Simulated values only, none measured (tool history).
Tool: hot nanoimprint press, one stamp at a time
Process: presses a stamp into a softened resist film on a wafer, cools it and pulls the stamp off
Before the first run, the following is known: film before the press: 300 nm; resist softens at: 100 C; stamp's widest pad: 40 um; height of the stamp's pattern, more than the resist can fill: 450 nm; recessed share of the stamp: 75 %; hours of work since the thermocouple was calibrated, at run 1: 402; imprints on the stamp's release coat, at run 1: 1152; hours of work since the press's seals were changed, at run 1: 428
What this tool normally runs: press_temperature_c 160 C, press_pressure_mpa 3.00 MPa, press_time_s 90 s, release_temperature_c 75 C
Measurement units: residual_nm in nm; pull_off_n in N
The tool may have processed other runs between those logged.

run,day,press_temperature_c,press_pressure_mpa,press_time_s,release_temperature_c,hours of work since the thermocouple was calibrated,imprints on the stamp's release coat,hours of work since the press's seals were changed,residual_nm,pull_off_n
1,0.000,160,3.00,90,75,402,1152,428,165.2,161
# day 2.183: stamp cleaned and given a new release coat
2,2.633,160,3.00,68,75,436,45,462,178.3,150
3,5.538,160,3.00,68,75,477,335,503,177.9,151
4,8.833,160,3.00,100,75,524,664,549,156.3,155
5,12.612,160,3.00,100,75,577,1041,603,156.4,157
# day 14.333: plate thermocouple calibrated
6,14.783,160,3.00,97,75,6,1246,632,153.7,158
# day 16.204: stamp cleaned and given a new release coat
7,16.725,160,3.00,97,79,30,53,656,153.7,131
8,20.212,160,3.00,90,75,80,401,705,153.9,146
# day 21.708: plate thermocouple calibrated, once more
9,24.188,154,3.00,90,75,35,785,760,221.7,159
10,26.004,154,3.00,90,75,61,966,786,220.5,162
11,29.292,154,3.00,90,75,107,1295,832,220.8,166
# day 30.342: stamp cleaned and given a new release coat
12,31.688,154,2.79,90,75,138,135,863,222.3,153
13,35.033,160,3.00,49,75,185,469,910,197.3,160
14,37.383,160,3.00,49,75,219,703,943,195.0,156
15,39.983,160,3.00,90,75,255,963,980,165.6,160
16,43.079,155,3.00,71,75,299,1272,1024,217.2,166
# day 44.208: stamp cleaned and given a new release coat
17,45.683,155,2.55,71,75,333,147,1057,227.9,150
18,47.871,160,2.42,177,60,364,365,1088,149.5,210
19,50.342,160,4.68,90,70,399,612,1123,127.8,171
20,53.579,157,1.88,90,64,444,935,1169,225.9,204
# day 54.912: press's hydraulic seals changed and the load cell set to zero
21,56.625,160,2.90,164,75,483,1206,24,133.5,162
# day 58.442: stamp cleaned and given a new release coat
22,59.125,160,2.08,47,61,515,68,56,222.0,205
23,61.188,160,4.14,158,75,544,275,85,110.2,149
24,63.483,160,4.14,91,78,576,503,118,131.7,137
# day 65.508: plate thermocouple calibrated
25,67.388,159,4.51,91,78,27,881,171,143.0,147
26,71.200,160,2.31,72,61,81,1262,225,201.9,223
# day 72.354: stamp cleaned and given a new release coat
27,73.225,167,3.00,90,75,106,87,251,115.4,151
28,76.596,160,2.91,71,75,154,423,298,179.6,152
29,78.929,160,3.00,90,83,187,656,331,164.3,124
30,82.158,160,1.92,90,80,232,979,377,203.0,136

Each run again, without the hidden state but with its own random variation kept:
The hidden state here: true temperature over the reading, C; pressure that arrives at the usual setting, %; grip of the stamp's worn release coat, % over a new coat's; drift of the gauge itself on residual_nm, %; drift of the gauge itself on pull_off_n, %.
run,residual_nm,pull_off_n
1,171.3,150
2,185.1,153
3,185.5,151
4,164.3,151
5,165.4,149
6,167.7,150
7,168.1,138
8,169.0,150
9,223.3,150
10,222.6,151
11,223.8,152
12,225.8,154
13,201.4,156
14,199.7,151
15,171.0,152
16,223.5,155
17,234.5,152
18,156.7,208
19,133.8,167
20,234.7,195
21,144.1,153
22,233.0,210
23,120.3,152
24,143.7,138
25,145.4,138
26,205.3,203
27,118.2,152
28,184.4,150
29,169.8,121
30,209.4,129
